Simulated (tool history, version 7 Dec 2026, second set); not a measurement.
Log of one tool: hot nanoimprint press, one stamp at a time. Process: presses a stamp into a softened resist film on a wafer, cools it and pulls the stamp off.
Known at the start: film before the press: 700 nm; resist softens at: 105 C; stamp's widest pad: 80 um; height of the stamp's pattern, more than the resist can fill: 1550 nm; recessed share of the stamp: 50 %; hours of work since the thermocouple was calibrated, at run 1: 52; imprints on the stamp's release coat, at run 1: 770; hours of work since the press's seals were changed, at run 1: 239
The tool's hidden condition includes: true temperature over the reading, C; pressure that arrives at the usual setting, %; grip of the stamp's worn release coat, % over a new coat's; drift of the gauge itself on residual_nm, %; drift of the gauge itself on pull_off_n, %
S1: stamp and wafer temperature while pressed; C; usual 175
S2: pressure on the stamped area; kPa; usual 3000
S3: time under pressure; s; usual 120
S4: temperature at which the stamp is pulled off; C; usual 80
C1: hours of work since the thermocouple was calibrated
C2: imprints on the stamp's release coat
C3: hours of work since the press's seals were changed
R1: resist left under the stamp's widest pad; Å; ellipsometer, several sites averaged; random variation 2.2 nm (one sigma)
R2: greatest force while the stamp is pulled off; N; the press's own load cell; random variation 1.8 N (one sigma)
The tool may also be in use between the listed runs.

run	hour	S1	S2	S3	S4	C1	C2	C3	R1	R2
1	0.0	175	3000	120	80	52	770	239	3866	106
# hour 31.4: stamp cleaned and given a new release coat
2	89.4	175	3000	120	80	90	176	276	3844	103
3	182.1	175	3000	120	80	132	458	318	3859	100
4	259.8	175	3000	120	80	167	695	353	3860	101
# hour 315.4: stamp cleaned and given a new release coat
5	328.0	175	3000	120	80	195	38	381	3862	102
6	374.0	175	3000	120	80	216	178	402	3896	102
7	452.3	175	3000	120	80	251	417	438	3898	100
8	500.9	175	3000	120	80	273	564	459	3915	100
9	572.2	183	3000	120	80	305	781	492	2908	104
# hour 599.2: stamp cleaned and given a new release coat
10	632.7	183	3000	120	71	330	102	516	2866	120
11	678.5	183	3000	120	71	350	241	537	2939	124
12	748.1	175	3000	120	81	382	453	568	3886	102
# hour 779.1: plate thermocouple calibrated
13	796.3	175	3000	120	81	8	590	589	3880	99
14	839.4	175	3000	120	80	27	722	608	3890	100
# hour 888.0: stamp cleaned and given a new release coat
15	926.1	175	3000	120	80	64	116	645	3920	104
16	970.3	175	3000	157	68	84	250	665	3627	130
17	1039.4	175	3000	157	68	115	460	696	3584	128
18	1086.2	175	3380	141	79	136	603	717	3501	107
# hour 1170.5: stamp cleaned and given a new release coat
19	1193.2	175	3380	141	79	181	69	762	3539	104
20	1250.4	175	3380	141	79	207	243	788	3574	104
# hour 1308.2: gauge calibrated
21	1334.6	183	2120	120	80	245	499	826	3435	103
22	1386.2	175	2310	120	69	269	656	850	4392	128
23	1430.4	167	1950	120	68	289	791	869	5744	130
# hour 1453.4: stamp cleaned and given a new release coat
24	1508.4	175	2330	226	70	321	168	902	3604	124
25	1579.9	175	2330	226	70	353	385	934	3587	126
# hour 1675.8: plate thermocouple calibrated
26	1677.3	175	2330	226	70	1	672	977	3657	126
# hour 1741.4: stamp cleaned and given a new release coat
27	1741.4	175	3000	120	80	27	0	1003	3869	101
28	1823.9	185	3150	200	80	64	251	1040	2169	107
29	1915.0	172	3150	65	80	105	528	1081	5016	102

What if the next run were any one of these 4? Each begins from the tool's condition after run 29:
A	1999.2	184	3150	65	80	143	784	1119	?	?
B	1999.2	172	3090	159	85	143	784	1119	?	?
C	1999.2	178	3000	135	74	143	784	1119	?	?
D	1999.2	175	3640	151	71	143	784	1119	?	?

run	R1	R2
A	3367	103
B	3917	90
C	3368	116
D	3268	125
Take away the tool's hidden state, keep each run's random variation, and the runs would have read:
run	R1	R2
A	3312	103
B	3853	90
C	3313	116
D	3214	125

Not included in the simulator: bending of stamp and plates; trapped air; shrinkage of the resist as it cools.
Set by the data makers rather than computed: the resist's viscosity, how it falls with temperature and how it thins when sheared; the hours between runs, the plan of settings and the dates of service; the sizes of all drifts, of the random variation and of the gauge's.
